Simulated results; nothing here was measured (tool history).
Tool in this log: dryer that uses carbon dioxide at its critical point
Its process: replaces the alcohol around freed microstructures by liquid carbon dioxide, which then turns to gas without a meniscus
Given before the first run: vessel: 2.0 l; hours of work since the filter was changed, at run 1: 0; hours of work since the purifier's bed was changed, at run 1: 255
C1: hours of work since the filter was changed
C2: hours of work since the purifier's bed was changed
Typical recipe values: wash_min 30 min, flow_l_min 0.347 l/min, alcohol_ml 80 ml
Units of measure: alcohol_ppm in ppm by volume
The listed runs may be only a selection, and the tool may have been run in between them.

run 1 hour=0 | wash_min=30 flow_l_min=0.347 alcohol_ml=80 | C1=0 C2=255 | alcohol_ppm=368
run 2 hour=20.7 | wash_min=30 flow_l_min=0.367 alcohol_ml=80 | C1=11 C2=266 | alcohol_ppm=304
run 3 hour=44.6 | wash_min=30 flow_l_min=0.347 alcohol_ml=74 | C1=23 C2=279 | alcohol_ppm=371
run 4 hour=84.1 | wash_min=30 flow_l_min=0.347 alcohol_ml=80 | C1=44 C2=299 | alcohol_ppm=419
run 5 hour=127 | wash_min=30 flow_l_min=0.347 alcohol_ml=80 | C1=66 C2=322 | alcohol_ppm=437
run 6 hour=149.9 | wash_min=30 flow_l_min=0.347 alcohol_ml=80 | C1=78 C2=334 | alcohol_ppm=437
run 7 hour=189.7 | wash_min=30 flow_l_min=0.347 alcohol_ml=50 | C1=99 C2=354 | alcohol_ppm=326
run 8 hour=236.6 | wash_min=30 flow_l_min=0.347 alcohol_ml=94 | C1=123 C2=379 | alcohol_ppm=554
run 9 hour=269.4 | wash_min=30 flow_l_min=0.347 alcohol_ml=80 | C1=141 C2=396 | alcohol_ppm=512
run 10 hour=302.6 | wash_min=30 flow_l_min=0.347 alcohol_ml=80 | C1=158 C2=413 | alcohol_ppm=512
run 11 hour=331.7 | wash_min=30 flow_l_min=0.347 alcohol_ml=80 | C1=173 C2=428 | alcohol_ppm=553
run 12 hour=373.3 | wash_min=30 flow_l_min=0.347 alcohol_ml=80 | C1=195 C2=450 | alcohol_ppm=573
run 13 hour=415.3 | wash_min=30 flow_l_min=0.347 alcohol_ml=89 | C1=217 C2=472 | alcohol_ppm=639
-- hour=435.8 inlet filter changed
run 14 hour=455.8 | wash_min=30 flow_l_min=0.271 alcohol_ml=80 | C1=10 C2=493 | alcohol_ppm=976
run 15 hour=483.9 | wash_min=30 flow_l_min=0.537 alcohol_ml=80 | C1=25 C2=507 | alcohol_ppm=186
run 16 hour=510.8 | wash_min=30 flow_l_min=0.537 alcohol_ml=80 | C1=39 C2=521 | alcohol_ppm=201
run 17 hour=557.2 | wash_min=30 flow_l_min=0.537 alcohol_ml=36 | C1=63 C2=546 | alcohol_ppm=182
run 18 hour=579.3 | wash_min=30 flow_l_min=0.537 alcohol_ml=36 | C1=75 C2=557 | alcohol_ppm=197
run 19 hour=601.5 | wash_min=30 flow_l_min=0.347 alcohol_ml=80 | C1=86 C2=569 | alcohol_ppm=519
run 20 hour=633.4 | wash_min=30 flow_l_min=0.347 alcohol_ml=80 | C1=103 C2=585 | alcohol_ppm=548
run 21 hour=660.8 | wash_min=30 flow_l_min=0.347 alcohol_ml=80 | C1=117 C2=600 | alcohol_ppm=537
run 22 hour=704.1 | wash_min=30 flow_l_min=0.244 alcohol_ml=80 | C1=140 C2=622 | alcohol_ppm=1678
run 23 hour=752.3 | wash_min=30 flow_l_min=0.347 alcohol_ml=31 | C1=165 C2=647 | alcohol_ppm=371
run 24 hour=772.8 | wash_min=30 flow_l_min=0.37 alcohol_ml=80 | C1=176 C2=658 | alcohol_ppm=507
run 25 hour=822.9 | wash_min=22 flow_l_min=0.237 alcohol_ml=80 | C1=202 C2=684 | alcohol_ppm=4373
run 26 hour=863.7 | wash_min=20 flow_l_min=0.426 alcohol_ml=37 | C1=223 C2=705 | alcohol_ppm=684
-- hour=871.9 inlet filter changed
run 27 hour=913.2 | wash_min=20 flow_l_min=0.426 alcohol_ml=37 | C1=22 C2=731 | alcohol_ppm=577
-- hour=925.9 purifier's bed changed
run 28 hour=947.8 | wash_min=20 flow_l_min=0.426 alcohol_ml=37 | C1=38 C2=11 | alcohol_ppm=346
run 29 hour=996 | wash_min=20 flow_l_min=0.426 alcohol_ml=37 | C1=63 C2=37 | alcohol_ppm=367
run 30 hour=1038.4 | wash_min=45 flow_l_min=0.47 alcohol_ml=37 | C1=85 C2=59 | alcohol_ppm=32
run 31 hour=1072.8 | wash_min=45 flow_l_min=0.47 alcohol_ml=37 | C1=103 C2=77 | alcohol_ppm=33
run 32 hour=1107.9 | wash_min=28 flow_l_min=0.499 alcohol_ml=28 | C1=122 C2=95 | alcohol_ppm=57
run 33 hour=1149.7 | wash_min=42 flow_l_min=0.347 alcohol_ml=50 | C1=143 C2=117 | alcohol_ppm=83
run 34 hour=1191.6 | wash_min=18 flow_l_min=0.347 alcohol_ml=23 | C1=165 C2=139 | alcohol_ppm=762
run 35 hour=1232.3 | wash_min=18 flow_l_min=0.557 alcohol_ml=45 | C1=186 C2=160 | alcohol_ppm=343
run 36 hour=1271.1 | wash_min=24 flow_l_min=0.558 alcohol_ml=28 | C1=207 C2=180 | alcohol_ppm=107
run 37 hour=1305.3 | wash_min=41 flow_l_min=0.25 alcohol_ml=80 | C1=225 C2=198 | alcohol_ppm=543
-- hour=1313.6 inlet filter changed
run 38 hour=1337.6 | wash_min=20 flow_l_min=0.25 alcohol_ml=21 | C1=13 C2=214 | alcohol_ppm=1011
run 39 hour=1362.8 | wash_min=22 flow_l_min=0.316 alcohol_ml=43 | C1=26 C2=227 | alcohol_ppm=894
run 40 hour=1384.8 | wash_min=22 flow_l_min=0.316 alcohol_ml=43 | C1=37 C2=239 | alcohol_ppm=897
run 41 hour=1413.9 | wash_min=44 flow_l_min=0.313 alcohol_ml=80 | C1=52 C2=254 | alcohol_ppm=143
run 42 hour=1441.2 | wash_min=44 flow_l_min=0.313 alcohol_ml=80 | C1=67 C2=268 | alcohol_ppm=151
run 43 hour=1489.2 | wash_min=44 flow_l_min=0.313 alcohol_ml=80 | C1=92 C2=293 | alcohol_ppm=162
run 44 hour=1510.8 | wash_min=44 flow_l_min=0.43 alcohol_ml=80 | C1=103 C2=305 | alcohol_ppm=117
run 45 hour=1549.9 | wash_min=47 flow_l_min=0.484 alcohol_ml=24 | C1=123 C2=325 | alcohol_ppm=108
run 46 hour=1585.6 | wash_min=30 flow_l_min=0.347 alcohol_ml=44 | C1=142 C2=344 | alcohol_ppm=311

Predict each of these 3 candidate next runs independently; none follows another, all start after run 46:
run A hour=1614.6 | wash_min=30 flow_l_min=0.408 alcohol_ml=80 | C1=157 C2=359 | alcohol_ppm=?
run B hour=1614.6 | wash_min=33 flow_l_min=0.347 alcohol_ml=80 | C1=157 C2=359 | alcohol_ppm=?
run C hour=1614.6 | wash_min=30 flow_l_min=0.347 alcohol_ml=76 | C1=157 C2=359 | alcohol_ppm=?

run=A alcohol_ppm=281
run=B alcohol_ppm=356
run=C alcohol_ppm=476
With the hidden condition removed and each run's random variation left untouched, the same runs would have given:
run=A alcohol_ppm=114
run=B alcohol_ppm=171
run=C alcohol_ppm=263

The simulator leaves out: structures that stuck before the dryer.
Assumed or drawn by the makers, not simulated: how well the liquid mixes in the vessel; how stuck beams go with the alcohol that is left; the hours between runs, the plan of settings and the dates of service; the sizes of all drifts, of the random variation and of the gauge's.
